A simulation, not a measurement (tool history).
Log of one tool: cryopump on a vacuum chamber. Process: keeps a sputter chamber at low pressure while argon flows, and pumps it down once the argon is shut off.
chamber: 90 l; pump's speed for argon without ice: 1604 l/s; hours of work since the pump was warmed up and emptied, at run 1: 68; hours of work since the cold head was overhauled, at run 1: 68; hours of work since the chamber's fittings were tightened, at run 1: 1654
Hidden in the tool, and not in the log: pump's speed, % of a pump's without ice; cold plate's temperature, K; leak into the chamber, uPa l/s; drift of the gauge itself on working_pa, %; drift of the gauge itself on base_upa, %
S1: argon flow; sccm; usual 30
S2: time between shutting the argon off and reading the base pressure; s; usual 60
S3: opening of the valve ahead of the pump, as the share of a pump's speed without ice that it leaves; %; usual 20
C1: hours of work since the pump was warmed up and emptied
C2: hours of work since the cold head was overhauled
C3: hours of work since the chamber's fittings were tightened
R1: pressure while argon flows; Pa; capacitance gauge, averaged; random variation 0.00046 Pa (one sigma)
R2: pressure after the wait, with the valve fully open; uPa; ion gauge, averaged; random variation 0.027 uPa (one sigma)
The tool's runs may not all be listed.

| run | hour | S1 | S2 | S3 | C1 | C2 | C3 | R1 | R2 |
|---|---|---|---|---|---|---|---|---|---|
| 1 | 0.0 | 30 | 60 | 20 | 68 | 68 | 1654 | 0.1588 | 3.13 |
| 2 | 13.5 | 30 | 60 | 20 | 77 | 77 | 1663 | 0.1592 | 3.09 |
| 3 | 26.4 | 30 | 60 | 20 | 86 | 86 | 1672 | 0.1587 | 3.14 |
| 4 | 39.4 | 30 | 60 | 20 | 95 | 95 | 1681 | 0.1585 | 3.06 |
| 5 | 49.9 | 30 | 60 | 20 | 102 | 102 | 1688 | 0.1583 | 3.05 |
| 6 | 70.2 | 34 | 60 | 20 | 115 | 115 | 1701 | 0.1808 | 3.17 |
| 7 | 93.0 | 34 | 60 | 20 | 131 | 131 | 1717 | 0.1805 | 3.17 |
| 8 | 109.9 | 30 | 25 | 20 | 142 | 142 | 1728 | 0.1587 | 4.63 |
| 9 | 124.7 | 30 | 25 | 20 | 152 | 152 | 1738 | 0.1601 | 4.71 |
| 10 | 143.4 | 41 | 211 | 20 | 164 | 164 | 1750 | 0.2164 | 2.52 |
| 11 | 163.9 | 30 | 49 | 20 | 178 | 178 | 1764 | 0.1593 | 3.45 |
| 12 | 176.9 | 43 | 34 | 53 | 187 | 187 | 1773 | 0.0878 | 4.07 |
| 13 | 192.2 | 57 | 45 | 32 | 197 | 197 | 1783 | 0.1906 | 3.65 |
| 14 | 208.4 | 41 | 45 | 17 | 208 | 208 | 1794 | 0.2565 | 3.46 |
| 15 | 221.9 | 41 | 45 | 17 | 217 | 217 | 1803 | 0.2567 | 3.49 |
| 16 | 234.1 | 41 | 20 | 44 | 225 | 225 | 1811 | 0.1010 | 5.40 |
|  | 242.1 | leaking fittings of the chamber tightened, without venting |
| 17 | 253.7 | 41 | 20 | 44 | 237 | 237 | 8 | 0.1001 | 3.24 |

The next listed run, before its measurement:
| 18 | 266.7 | 41 | 20 | 17 | 245 | 245 | 16 | ? | ? |

{"run 18": {"R1": 0.257, "R2": 3.26}}
Without the tool's hidden state the same run would have given R1 0.2547 Pa, R2 3.22 uPa.

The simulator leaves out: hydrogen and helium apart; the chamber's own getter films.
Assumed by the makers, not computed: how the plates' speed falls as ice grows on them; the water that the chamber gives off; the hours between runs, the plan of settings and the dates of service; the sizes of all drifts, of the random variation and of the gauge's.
